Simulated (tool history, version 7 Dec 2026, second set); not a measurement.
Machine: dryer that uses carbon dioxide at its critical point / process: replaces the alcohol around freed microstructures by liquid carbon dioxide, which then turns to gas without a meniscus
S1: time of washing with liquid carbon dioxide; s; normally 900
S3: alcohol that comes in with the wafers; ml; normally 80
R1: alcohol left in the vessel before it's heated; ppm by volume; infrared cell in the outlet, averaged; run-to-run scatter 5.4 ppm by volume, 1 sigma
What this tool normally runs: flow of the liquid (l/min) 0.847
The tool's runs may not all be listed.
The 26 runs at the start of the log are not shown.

{"run": 27, "hour": 1003.4, "S1": 1080, "flow of the liquid (l/min)": 0.515, "S3": 52, "R1": 522}
{"run": 28, "hour": 1037.5, "S1": 1080, "flow of the liquid (l/min)": 0.515, "S3": 52, "R1": 528}
{"hour": 1072.1, "done": "inlet filter changed"}
{"run": 29, "hour": 1085.0, "S1": 840, "flow of the liquid (l/min)": 0.737, "S3": 52, "R1": 290}
{"run": 30, "hour": 1112.1, "S1": 1320, "flow of the liquid (l/min)": 0.701, "S3": 20, "R1": 62}
{"run": 31, "hour": 1147.3, "S1": 1080, "flow of the liquid (l/min)": 1.425, "S3": 38, "R1": 55}
{"run": 32, "hour": 1195.5, "S1": 1080, "flow of the liquid (l/min)": 1.425, "S3": 38, "R1": 60}
{"run": 33, "hour": 1216.7, "S1": 840, "flow of the liquid (l/min)": 1.045, "S3": 27, "R1": 84}
{"run": 34, "hour": 1243.8, "S1": 900, "flow of the liquid (l/min)": 0.554, "S3": 70, "R1": 895}
{"run": 35, "hour": 1290.9, "S1": 720, "flow of the liquid (l/min)": 0.847, "S3": 43, "R1": 290}
{"run": 36, "hour": 1339.3, "S1": 720, "flow of the liquid (l/min)": 0.847, "S3": 43, "R1": 305}

Here are 4 independent what-if runs from the current tool condition. What would each one return?
{"run": "A", "hour": 1365.7, "S1": 900, "flow of the liquid (l/min)": 0.847, "S3": 64, "R1": "?"}
{"run": "B", "hour": 1365.7, "S1": 840, "flow of the liquid (l/min)": 1.128, "S3": 22, "R1": "?"}
{"run": "C", "hour": 1365.7, "S1": 900, "flow of the liquid (l/min)": 0.958, "S3": 111, "R1": "?"}
{"run": "D", "hour": 1365.7, "S1": 1020, "flow of the liquid (l/min)": 0.737, "S3": 21, "R1": "?"}

run=A R1=173
run=B R1=73
run=C R1=156
run=D R1=101
Without the tool's hidden state the same runs would have given:
run=A R1=99
run=B R1=13
run=C R1=84
run=D R1=38
